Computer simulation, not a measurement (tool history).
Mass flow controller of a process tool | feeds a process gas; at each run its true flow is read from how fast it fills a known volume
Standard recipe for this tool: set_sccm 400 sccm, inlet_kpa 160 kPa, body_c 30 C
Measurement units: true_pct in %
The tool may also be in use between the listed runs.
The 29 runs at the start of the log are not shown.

| run | hour | set_sccm | inlet_kpa | body_c | hours of work since the controller was set to zero | hours of work since the controller was changed | true_pct |
|---|---|---|---|---|---|---|---|
| 30 | 9590.2 | 903 | 164 | 22 | 2514 | 10670 | 103.64 |
| 31 | 9793.3 | 903 | 187 | 22 | 2619 | 10775 | 103.58 |
| 32 | 10047.0 | 903 | 187 | 22 | 2750 | 10906 | 103.60 |
| 33 | 10450.0 | 903 | 187 | 22 | 2957 | 11114 | 103.71 |
| 34 | 10862.6 | 162 | 276 | 22 | 3170 | 11326 | 100.46 |
| 35 | 11209.0 | 162 | 276 | 22 | 3349 | 11505 | 100.38 |
| 36 | 11635.7 | 162 | 276 | 22 | 3569 | 11725 | 100.32 |
| 37 | 11858.2 | 189 | 170 | 22 | 3684 | 11840 | 101.19 |
| 38 | 12187.4 | 189 | 259 | 21 | 3853 | 12009 | 100.65 |
| 39 | 12590.8 | 189 | 259 | 21 | 4061 | 12217 | 100.69 |
| 40 | 12967.1 | 189 | 259 | 21 | 4255 | 12411 | 100.85 |
|  | 13226.9 | controller exchanged for a calibrated one |
| 41 | 13243.4 | 189 | 259 | 21 | 8 | 8 | 98.02 |
| 42 | 13630.1 | 189 | 259 | 21 | 208 | 208 | 97.91 |
| 43 | 14112.9 | 400 | 160 | 25 | 457 | 457 | 99.26 |
| 44 | 14395.6 | 773 | 203 | 27 | 603 | 603 | 100.05 |
| 45 | 14593.2 | 731 | 160 | 25 | 704 | 704 | 100.06 |
| 46 | 14980.2 | 371 | 227 | 40 | 904 | 904 | 99.42 |
| 47 | 15465.9 | 400 | 179 | 21 | 1154 | 1154 | 99.12 |

Below are 3 alternative next runs, each starting from the tool's condition after run 47. Predict each:
| A | 15702.2 | 400 | 191 | 21 | 1276 | 1276 | ? |
| B | 15702.2 | 798 | 179 | 23 | 1276 | 1276 | ? |
| C | 15702.2 | 455 | 219 | 31 | 1276 | 1276 | ? |

| run | true_pct |
|---|---|
| A | 99.03 |
| B | 100.22 |
| C | 99.57 |
Without the tool's unlogged condition, the same runs would have read:
| run | true_pct |
|---|---|
| A | 98.44 |
| B | 99.51 |
| C | 98.96 |
